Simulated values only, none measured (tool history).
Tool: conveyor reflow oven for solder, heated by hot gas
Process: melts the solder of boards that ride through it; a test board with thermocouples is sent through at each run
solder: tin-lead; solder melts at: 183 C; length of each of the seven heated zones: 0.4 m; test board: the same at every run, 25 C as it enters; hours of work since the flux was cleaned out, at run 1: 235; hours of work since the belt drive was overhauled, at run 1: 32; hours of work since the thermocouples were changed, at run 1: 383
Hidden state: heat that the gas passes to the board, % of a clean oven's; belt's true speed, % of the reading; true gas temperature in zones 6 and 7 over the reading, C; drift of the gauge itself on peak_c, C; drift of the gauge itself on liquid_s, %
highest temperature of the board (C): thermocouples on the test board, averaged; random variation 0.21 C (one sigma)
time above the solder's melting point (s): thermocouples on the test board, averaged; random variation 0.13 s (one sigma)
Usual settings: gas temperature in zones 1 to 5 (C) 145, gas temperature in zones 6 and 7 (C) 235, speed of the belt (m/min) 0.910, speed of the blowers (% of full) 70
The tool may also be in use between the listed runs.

run	day	gas temperature in zones 1 to 5 (C)	gas temperature in zones 6 and 7 (C)	speed of the belt (m/min)	speed of the blowers (% of full)	hours of work since the flux was cleaned out	hours of work since the belt drive was overhauled	hours of work since the thermocouples were changed	highest temperature of the board (C)	time above the solder's melting point (s)
1	0.000	145	235	0.910	70	235	32	383	215.9	40.3
2	0.262	145	235	0.910	51	238	34	386	209.2	35.0
3	0.808	145	235	0.910	51	244	40	392	209.0	35.0
4	1.212	154	235	0.910	70	248	44	396	217.4	43.8
5	1.562	145	235	0.910	63	252	48	400	213.3	38.6
6	1.942	145	235	0.821	70	256	52	404	218.7	46.7
7	2.467	145	235	0.821	70	261	57	409	218.4	46.8
8	3.029	145	235	0.821	70	267	63	415	218.3	46.6
9	3.312	145	235	0.821	70	270	66	418	218.5	46.7
10	3.871	145	247	0.910	70	276	72	424	225.7	44.9
11	4.108	145	247	0.910	70	278	74	426	225.8	45.1
12	4.433	145	235	0.910	70	281	78	429	215.2	39.9
13	4.883	145	235	0.910	70	286	82	434	215.5	39.8
14	5.388	145	235	0.910	70	291	87	439	215.4	39.8
15	5.629	146	235	0.910	70	294	90	442	215.8	40.2
16	6.188	146	235	0.910	70	300	96	448	215.7	40.2
17	6.512	146	235	0.910	70	303	99	451	215.2	40.2
18	6.933	145	235	0.910	71	307	103	455	215.5	40.0
19	7.208	131	228	0.910	73	310	106	458	206.9	30.9
20	7.617	131	228	0.910	73	314	111	462	206.8	31.0
21	8.142	131	228	0.910	73	320	116	468	206.8	31.1
22	8.554	139	235	0.918	70	324	120	472	213.1	36.7
23	9.071	132	229	0.910	70	330	126	477	207.3	31.0
24	9.412	132	229	0.910	70	333	129	481	207.1	31.2
25	9.692	145	248	0.826	70	336	132	484	229.3	51.5
26	10.233	141	235	0.846	86	342	138	490	219.7	45.3
27	10.729	141	235	0.846	86	347	143	495	219.9	45.3
28	11.142	141	235	0.846	86	351	147	499	219.6	45.2
29	11.679	141	235	0.846	86	357	153	505	220.1	45.2
30	11.925	158	241	0.910	70	359	155	507	222.7	47.5

Measured less the same run without the tool's hidden state. The same run-to-run variation is in both; the gauge's scatter may not be:
run	highest temperature of the board (C)	time above the solder's melting point (s)
1	-2.7	-1.6
2	-2.3	-1.9
3	-2.4	-1.9
4	-2.6	-1.4
5	-2.7	-1.8
6	-2.7	-1.6
7	-2.7	-1.6
8	-2.8	-1.6
9	-2.7	-1.6
10	-3.2	-1.4
11	-3.2	-1.4
12	-3.0	-1.8
13	-3.1	-1.9
14	-3.1	-1.9
15	-3.1	-1.9
16	-3.2	-1.9
17	-3.2	-1.9
18	-3.2	-2.0
19	-3.6	-2.8
20	-3.5	-2.8
21	-3.7	-2.9
22	-3.6	-2.3
23	-3.7	-3.0
24	-3.6	-2.9
25	-3.6	-1.4
26	-3.7	-1.9
27	-3.7	-1.9
28	-3.8	-2.0
29	-3.8	-2.0
30	-3.5	-1.5

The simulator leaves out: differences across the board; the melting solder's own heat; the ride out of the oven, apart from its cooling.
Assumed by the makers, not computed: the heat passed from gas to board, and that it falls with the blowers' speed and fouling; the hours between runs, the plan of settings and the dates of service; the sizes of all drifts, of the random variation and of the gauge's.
